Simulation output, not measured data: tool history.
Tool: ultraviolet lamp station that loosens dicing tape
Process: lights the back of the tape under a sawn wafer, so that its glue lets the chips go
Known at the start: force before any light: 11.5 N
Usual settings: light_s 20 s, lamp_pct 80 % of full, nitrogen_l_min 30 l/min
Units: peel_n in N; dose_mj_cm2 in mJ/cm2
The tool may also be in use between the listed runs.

run 1 day=0 | light_s=20 lamp_pct=80 nitrogen_l_min=30 | peel_n=1.505 dose_mj_cm2=391
run 2 day=1.15 | light_s=20 lamp_pct=80 nitrogen_l_min=30 | peel_n=1.622 dose_mj_cm2=382
run 3 day=1.783 | light_s=20 lamp_pct=72 nitrogen_l_min=30 | peel_n=1.922 dose_mj_cm2=343
run 4 day=2.558 | light_s=20 lamp_pct=62 nitrogen_l_min=30 | peel_n=2.416 dose_mj_cm2=291
run 5 day=3.679 | light_s=20 lamp_pct=62 nitrogen_l_min=30 | peel_n=2.551 dose_mj_cm2=286
run 6 day=4.688 | light_s=20 lamp_pct=62 nitrogen_l_min=30 | peel_n=2.53 dose_mj_cm2=282
-- day=4.788 window cleaned of glue's vapour
run 7 day=5.817 | light_s=20 lamp_pct=62 nitrogen_l_min=51 | peel_n=2.188 dose_mj_cm2=269
run 8 day=6.533 | light_s=20 lamp_pct=62 nitrogen_l_min=51 | peel_n=2.332 dose_mj_cm2=269
run 9 day=7.4 | light_s=20 lamp_pct=62 nitrogen_l_min=51 | peel_n=2.197 dose_mj_cm2=268
run 10 day=8.288 | light_s=14 lamp_pct=69 nitrogen_l_min=58 | peel_n=3.175 dose_mj_cm2=204
run 11 day=9.492 | light_s=27 lamp_pct=69 nitrogen_l_min=58 | peel_n=1.094 dose_mj_cm2=393
-- day=9.908 window cleaned of glue's vapour, once more
run 12 day=10.646 | light_s=27 lamp_pct=75 nitrogen_l_min=10 | peel_n=2.025 dose_mj_cm2=470
run 13 day=11.629 | light_s=27 lamp_pct=75 nitrogen_l_min=10 | peel_n=2.018 dose_mj_cm2=466
run 14 day=12.204 | light_s=22 lamp_pct=75 nitrogen_l_min=10 | peel_n=2.762 dose_mj_cm2=373
run 15 day=13.004 | light_s=22 lamp_pct=75 nitrogen_l_min=10 | peel_n=2.783 dose_mj_cm2=374
run 16 day=14.25 | light_s=22 lamp_pct=75 nitrogen_l_min=10 | peel_n=2.886 dose_mj_cm2=363

5 ways to go on from here, each from the tool as it stands after run 16. What would each give?
run A day=15.608 | light_s=12 lamp_pct=80 nitrogen_l_min=30 | peel_n=? dose_mj_cm2=?
run B day=15.608 | light_s=35 lamp_pct=75 nitrogen_l_min=54 | peel_n=? dose_mj_cm2=?
run C day=15.608 | light_s=36 lamp_pct=84 nitrogen_l_min=10 | peel_n=? dose_mj_cm2=?
run D day=15.608 | light_s=19 lamp_pct=80 nitrogen_l_min=9 | peel_n=? dose_mj_cm2=?
run E day=15.608 | light_s=25 lamp_pct=65 nitrogen_l_min=26 | peel_n=? dose_mj_cm2=?

run=A peel_n=3.776 dose_mj_cm2=214
run=B peel_n=0.495 dose_mj_cm2=573
run=C peel_n=1.051 dose_mj_cm2=664
run=D peel_n=3.422 dose_mj_cm2=333
run=E peel_n=1.92 dose_mj_cm2=353
Without the tool's hidden state the same runs would have given:
run=A peel_n=2.756 dose_mj_cm2=275
run=B peel_n=0.314 dose_mj_cm2=741
run=C peel_n=0.613 dose_mj_cm2=858
run=D peel_n=2.438 dose_mj_cm2=430
run=E peel_n=1.204 dose_mj_cm2=456

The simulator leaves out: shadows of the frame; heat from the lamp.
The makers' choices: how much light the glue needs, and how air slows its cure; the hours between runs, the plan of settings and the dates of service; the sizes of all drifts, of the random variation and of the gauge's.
